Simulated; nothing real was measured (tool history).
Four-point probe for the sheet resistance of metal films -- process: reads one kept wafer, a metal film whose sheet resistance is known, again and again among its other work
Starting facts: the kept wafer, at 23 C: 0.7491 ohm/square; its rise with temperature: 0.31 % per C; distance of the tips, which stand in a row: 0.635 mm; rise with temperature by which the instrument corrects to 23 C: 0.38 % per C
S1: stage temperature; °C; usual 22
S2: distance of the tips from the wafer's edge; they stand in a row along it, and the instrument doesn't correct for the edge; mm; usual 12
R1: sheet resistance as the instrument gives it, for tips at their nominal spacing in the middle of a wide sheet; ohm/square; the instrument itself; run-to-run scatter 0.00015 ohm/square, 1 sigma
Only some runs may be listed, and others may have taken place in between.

run,hour,S1,S2,R1
1,0.0,22,12,0.752082
2,16.8,22,12,0.752224
3,27.3,22,18,0.751452
4,44.8,25,12,0.750398
5,65.2,25,12,0.750311
6,83.4,22,12,0.752091
7,98.2,22,12,0.752066
8,117.4,22,12,0.751965
9,139.1,28,12,0.748749
10,162.5,22,9,0.752820
11,172.7,22,12,0.751943
12,188.6,22,12,0.752214
13,205.7,20,7,0.755695
14,216.9,20,69,0.752135
15,231.9,33,30,0.744604
16,244.2,31,18,0.746456
17,261.3,27,4,0.757808
18,271.9,27,4,0.757946
19,289.2,27,4,0.757890
20,310.1,27,4,0.757975
21,327.0,24,60,0.749619
22,349.1,24,60,0.749906
23,372.4,20,10,0.753868

How would selected steps in R1 from run to run divide? Give the signed amount a tool lacking its hidden state would still show from settings, what came in and random variation, and the signed amount left for the hidden state, including any gauge scatter that is not in both of the compared results.
Hidden state at play: inner tips' distance over the nominal, %; tips' flats over new ones', %; wafer's true temperature over the reading, C; drift of the gauge itself on sheet_ohm, %.
Run 8 -> 9: S1 22 -> 28. R1 -0.003216 ohm/square: hidden state -0.000026, all else -0.003190.
Run 14 -> 15: S1 20 -> 33, S2 69 -> 30. R1 -0.007531 ohm/square: hidden state -0.000051, all else -0.007480.
Run 16 -> 17: S1 31 -> 27, S2 18 -> 4. R1 +0.011352 ohm/square: hidden state +0.000026, all else +0.011326.
Run 20 -> 21: S1 27 -> 24, S2 4 -> 60. R1 -0.008356 ohm/square: hidden state -0.000007, all else -0.008349.
